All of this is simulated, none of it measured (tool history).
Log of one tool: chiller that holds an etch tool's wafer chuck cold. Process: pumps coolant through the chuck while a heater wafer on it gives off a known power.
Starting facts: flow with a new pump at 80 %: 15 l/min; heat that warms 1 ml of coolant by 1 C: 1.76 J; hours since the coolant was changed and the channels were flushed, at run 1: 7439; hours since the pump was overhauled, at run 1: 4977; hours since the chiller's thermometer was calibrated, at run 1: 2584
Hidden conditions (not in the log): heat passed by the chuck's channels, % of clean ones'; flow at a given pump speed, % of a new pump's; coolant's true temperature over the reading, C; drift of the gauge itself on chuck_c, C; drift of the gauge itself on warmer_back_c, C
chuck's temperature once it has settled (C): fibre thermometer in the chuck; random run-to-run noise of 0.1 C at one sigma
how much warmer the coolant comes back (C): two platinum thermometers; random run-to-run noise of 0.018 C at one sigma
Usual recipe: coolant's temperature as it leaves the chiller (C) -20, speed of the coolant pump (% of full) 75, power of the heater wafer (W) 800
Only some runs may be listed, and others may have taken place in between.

| run | hour | coolant's temperature as it leaves the chiller (C) | speed of the coolant pump (% of full) | power of the heater wafer (W) | hours since the coolant was changed and the channels were flushed | hours since the pump was overhauled | hours since the chiller's thermometer was calibrated | chuck's temperature once it has settled (C) | how much warmer the coolant comes back (C) |
|---|---|---|---|---|---|---|---|---|---|
| 1 | 0.0 | -20 | 75 | 800 | 7439 | 4977 | 2584 | -12.3 | 1.98 |
| 2 | 149.7 | -20 | 77 | 800 | 7589 | 5127 | 2734 | -12.6 | 1.94 |
| 3 | 232.7 | -20 | 77 | 800 | 7672 | 5210 | 2817 | -12.1 | 1.92 |
| 4 | 326.4 | -12 | 77 | 800 | 7766 | 5304 | 2911 | -4.1 | 1.93 |
| 5 | 451.3 | -20 | 75 | 800 | 7891 | 5429 | 3035 | -12.2 | 1.97 |
| 6 | 543.5 | -20 | 75 | 800 | 7983 | 5521 | 3128 | -12.2 | 1.98 |
| 7 | 706.3 | -20 | 75 | 800 | 8146 | 5684 | 3290 | -12.2 | 2.02 |
| 8 | 809.3 | -20 | 75 | 800 | 8249 | 5787 | 3393 | -12.0 | 2.00 |
| 9 | 883.6 | -20 | 75 | 800 | 8323 | 5861 | 3468 | -12.1 | 1.98 |
| 10 | 1019.6 | -20 | 75 | 800 | 8459 | 5997 | 3604 | -11.9 | 2.01 |
| 11 | 1094.7 | -20 | 75 | 800 | 8534 | 6072 | 3679 | -12.0 | 1.98 |
| 12 | 1179.3 | -20 | 72 | 800 | 8619 | 6157 | 3763 | -11.8 | 2.08 |
| 13 | 1303.5 | -20 | 72 | 800 | 8743 | 6281 | 3888 | -11.6 | 2.07 |
|  | 1316.0 | chiller's thermometer calibrated |
| 14 | 1416.7 | -20 | 72 | 800 | 8855 | 6393 | 101 | -12.3 | 2.08 |
| 15 | 1505.2 | -28 | 72 | 800 | 8944 | 6482 | 189 | -20.0 | 2.07 |
| 16 | 1603.2 | -20 | 74 | 541 | 9042 | 6580 | 287 | -14.7 | 1.36 |
| 17 | 1733.3 | -25 | 89 | 1080 | 9172 | 6710 | 417 | -15.7 | 2.29 |
| 18 | 1816.3 | -25 | 89 | 1080 | 9255 | 6793 | 500 | -15.7 | 2.28 |
| 19 | 1949.0 | -20 | 75 | 700 | 9387 | 6925 | 633 | -13.0 | 1.75 |
| 20 | 2058.5 | -20 | 75 | 700 | 9497 | 7035 | 742 | -13.0 | 1.78 |
| 21 | 2138.9 | -20 | 75 | 700 | 9577 | 7115 | 823 | -13.1 | 1.74 |
| 22 | 2224.3 | -13 | 81 | 850 | 9663 | 7201 | 908 | -5.2 | 1.97 |
| 23 | 2324.4 | -30 | 61 | 433 | 9763 | 7301 | 1008 | -25.2 | 1.33 |
| 24 | 2444.2 | -14 | 84 | 613 | 9883 | 7420 | 1128 | -8.3 | 1.37 |
| 25 | 2607.6 | -12 | 89 | 1113 | 10046 | 7584 | 1292 | -2.1 | 2.36 |
| 26 | 2692.2 | -12 | 89 | 1113 | 10131 | 7669 | 1376 | -2.0 | 2.34 |
| 27 | 2853.3 | -25 | 99 | 1189 | 10292 | 7830 | 1537 | -15.1 | 2.29 |
| 28 | 2941.1 | -17 | 89 | 1152 | 10379 | 7917 | 1625 | -6.5 | 2.48 |
| 29 | 3065.3 | -19 | 98 | 671 | 10504 | 8042 | 1749 | -13.2 | 1.29 |
| 30 | 3224.3 | -19 | 98 | 671 | 10663 | 8201 | 1908 | -13.2 | 1.27 |

What if the next run were any one of these 3? Each begins from the tool's condition after run 30:
| A | 3375.4 | -19 | 98 | 745 | 10814 | 8352 | 2059 | ? | ? |
| B | 3375.4 | -11 | 78 | 676 | 10814 | 8352 | 2059 | ? | ? |
| C | 3375.4 | -19 | 98 | 484 | 10814 | 8352 | 2059 | ? | ? |

| run | chuck's temperature once it has settled (C) | how much warmer the coolant comes back (C) |
|---|---|---|
| A | -12.6 | 1.47 |
| B | -3.9 | 1.66 |
| C | -14.6 | 0.91 |
The same runs, with their run-to-run variation unchanged, on a tool lacking any hidden condition would have given:
| run | chuck's temperature once it has settled (C) | how much warmer the coolant comes back (C) |
|---|---|---|
| A | -14.2 | 1.41 |
| B | -5.6 | 1.59 |
| C | -15.8 | 0.88 |
